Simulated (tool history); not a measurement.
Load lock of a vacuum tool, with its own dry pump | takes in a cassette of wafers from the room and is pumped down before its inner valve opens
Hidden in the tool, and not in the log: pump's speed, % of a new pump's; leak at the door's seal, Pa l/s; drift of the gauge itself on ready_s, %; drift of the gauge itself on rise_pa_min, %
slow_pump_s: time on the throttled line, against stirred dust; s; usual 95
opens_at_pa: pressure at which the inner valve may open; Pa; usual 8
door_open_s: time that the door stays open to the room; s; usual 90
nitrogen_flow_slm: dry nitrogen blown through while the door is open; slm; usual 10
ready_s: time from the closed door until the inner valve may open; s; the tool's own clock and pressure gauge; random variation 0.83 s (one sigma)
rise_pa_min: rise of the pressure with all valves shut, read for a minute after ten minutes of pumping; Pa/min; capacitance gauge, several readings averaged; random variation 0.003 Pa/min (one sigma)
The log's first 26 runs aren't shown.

run,hour,slow_pump_s,opens_at_pa,door_open_s,nitrogen_flow_slm,hours that the pump has run since its overhaul,times that the door has closed on its seal,"incoming humidity of the room's air, %",ready_s,rise_pa_min
27,2934.3,88,8,60,15,3654,15184,45.2,125.5,0.07
28,3091.4,130,11,60,15,3811,15837,49.7,161.7,0.07
29,3228.4,103,8,60,10,3948,16407,46.3,137.2,0.081
30,3310.3,102,8,60,6,4030,16747,45.8,137.8,0.088
31,3423.7,130,11,70,9,4143,17218,48.9,160.8,0.098
32,3544.3,75,11,68,9,4264,17719,47.6,112.6,0.097
33,3656.1,57,11,27,18,4376,18184,43.8,96.4,0.062
34,3767.8,95,8,33,10,4487,18648,42.6,131.6,0.075
35,3881.8,95,15,155,10,4601,19122,47,128.4,0.133
36,3961.7,59,8,155,5,4681,19454,44.8,99.6,0.144
37,4097.7,94,8,155,6,4817,20019,44.5,130.2,0.138

3 ways to go on from here, each from the tool as it stands after run 37. What would each give?
A,4216,94,8,155,22,4935,20511,44.2,?,?
B,4216,54,8,155,6,4935,20511,41.2,?,?
C,4216,95,9,90,20,4935,20511,45.5,?,?

run,ready_s,rise_pa_min
A,131.3,0.103
B,94.6,0.135
C,132.3,0.096
Without the tool's hidden state the same runs would have given:
run,ready_s,rise_pa_min
A,128.4,0.048
B,91.5,0.078
C,129.6,0.041
